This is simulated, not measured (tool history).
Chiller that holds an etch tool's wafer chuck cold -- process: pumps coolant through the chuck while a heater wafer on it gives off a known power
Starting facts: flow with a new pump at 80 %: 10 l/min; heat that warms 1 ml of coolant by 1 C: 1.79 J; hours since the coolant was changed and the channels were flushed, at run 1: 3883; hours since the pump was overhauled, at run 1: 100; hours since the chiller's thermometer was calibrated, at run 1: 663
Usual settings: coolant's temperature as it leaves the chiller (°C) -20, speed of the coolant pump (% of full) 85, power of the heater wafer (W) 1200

run   hour  coolant's temperature as it leaves the chiller (°C)  speed of the coolant pump (% of full)  power of the heater wafer (W)  hours since the coolant was changed and the channels were flushed  hours since the pump was overhauled  hours since the chiller's thermometer was calibrated  chuck's temperature once it has settled (°C)  how much warmer the coolant comes back (C)
  1    0.0                                                  -20                                     85                           1200                                                               3883                                  100                                                   663                                         -10.7                                        3.73
  2   12.4                                                  -20                                     85                           1200                                                               3895                                  112                                                   676                                         -10.8                                        3.75
  3   26.2                                                  -20                                     85                           1200                                                               3909                                  126                                                   689                                         -10.8                                        3.73
  4   49.5                                                  -20                                     76                           1200                                                               3932                                  149                                                   713                                          -9.9                                        4.22
  5   75.3                                                  -20                                     76                           1200                                                               3958                                  175                                                   738                                          -9.8                                        4.21
  6   90.2                                                  -28                                     85                           1200                                                               3973                                  190                                                   753                                         -18.8                                        3.71
  7  113.5                                                  -28                                     85                           1200                                                               3996                                  213                                                   777                                         -18.5                                        3.74
  8  136.9                                                  -19                                     78                           1029                                                               4020                                  237                                                   800                                         -10.5                                        3.43
  9  150.5                                                  -15                                     85                            613                                                               4033                                  250                                                   814                                         -10.2                                        1.85
 10  164.7                                                  -15                                     85                            613                                                               4047                                  264                                                   828                                         -10.2                                        1.79
 11  181.8                                                  -25                                     66                           1427                                                               4065                                  282                                                   845                                         -11.8                                        5.64
 12  211.4                                                  -18                                     68                            697                                                               4094                                  311                                                   875                                         -11.7                                        2.62

Forecast each of these 4 alternatives for the next run:
  A  236.5                                                  -24                                     64                            625                                                               4119                                  336                                                   900                                             ?                                           ?
  B  236.5                                                  -30                                     68                            915                                                               4119                                  336                                                   900                                             ?                                           ?
  C  236.5                                                  -20                                     61                            603                                                               4119                                  336                                                   900                                             ?                                           ?
  D  236.5                                                  -14                                     85                           1200                                                               4119                                  336                                                   900                                             ?                                           ?

run  chuck's temperature once it has settled (°C)  how much warmer the coolant comes back (C)
  A                                         -18.3                                        2.43
  B                                         -21.6                                        3.48
  C                                         -13.9                                        2.46
  D                                          -4.8                                        3.63
With no hidden state in the tool, these same runs would have given:
run  chuck's temperature once it has settled (°C)  how much warmer the coolant comes back (C)
  A                                         -18.3                                        2.58
  B                                         -21.6                                        3.63
  C                                         -13.9                                        2.62
  D                                          -4.9                                        3.78

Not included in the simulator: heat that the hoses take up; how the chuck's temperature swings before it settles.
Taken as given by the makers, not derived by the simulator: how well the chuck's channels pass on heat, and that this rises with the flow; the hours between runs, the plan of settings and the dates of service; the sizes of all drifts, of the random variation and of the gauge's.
